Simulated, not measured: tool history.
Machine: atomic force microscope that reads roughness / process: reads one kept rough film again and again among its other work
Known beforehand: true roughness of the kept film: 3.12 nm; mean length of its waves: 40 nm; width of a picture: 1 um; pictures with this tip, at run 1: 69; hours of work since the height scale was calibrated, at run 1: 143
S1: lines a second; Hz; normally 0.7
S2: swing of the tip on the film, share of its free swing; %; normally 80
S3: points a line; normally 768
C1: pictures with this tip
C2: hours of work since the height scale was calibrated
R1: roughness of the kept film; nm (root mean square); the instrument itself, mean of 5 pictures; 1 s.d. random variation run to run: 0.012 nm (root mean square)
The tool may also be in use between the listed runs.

| run | hour | S1 | S2 | S3 | C1 | C2 | R1 |
|---|---|---|---|---|---|---|---|
| 1 | 0 | 0.7 | 80 | 768 | 69 | 143 | 2.727 |
| 2 | 8 | 0.7 | 76 | 768 | 83 | 147 | 2.75 |
| 3 | 26.3 | 0.7 | 80 | 768 | 113 | 158 | 2.711 |
| 4 | 39.9 | 0.7 | 80 | 768 | 136 | 167 | 2.69 |
| 5 | 53.8 | 0.7 | 80 | 768 | 159 | 175 | 2.662 |
| 6 | 63.3 | 0.7 | 80 | 599 | 175 | 180 | 2.647 |
| 7 | 78.4 | 0.7 | 80 | 599 | 201 | 190 | 2.607 |
| 8 | 95.8 | 0.7 | 72 | 768 | 230 | 200 | 2.632 |
| 9 | 114.4 | 0.7 | 80 | 768 | 261 | 211 | 2.577 |
| 10 | 126.4 | 0.7 | 80 | 768 | 281 | 218 | 2.564 |
| 11 | 134 | 0.7 | 80 | 768 | 294 | 223 | 2.542 |
| 12 | 144.2 | 0.7 | 80 | 768 | 311 | 229 | 2.529 |
|  | 153.9 | new tip fitted |
| 13 | 162.1 | 0.7 | 59 | 768 | 14 | 239 | 2.918 |
| 14 | 171.3 | 0.7 | 82 | 288 | 29 | 245 | 2.767 |
| 15 | 180.3 | 0.7 | 82 | 288 | 44 | 250 | 2.787 |

Run 16 is up next; what results do you expect?
| 16 | 191.3 | 0.7 | 82 | 288 | 62 | 257 | ? |

{"run 16": {"R1": 2.734}}
Were there no unlogged condition in the tool, this run, its random variation unchanged, would have produced R1 2.792 nm (root mean square).
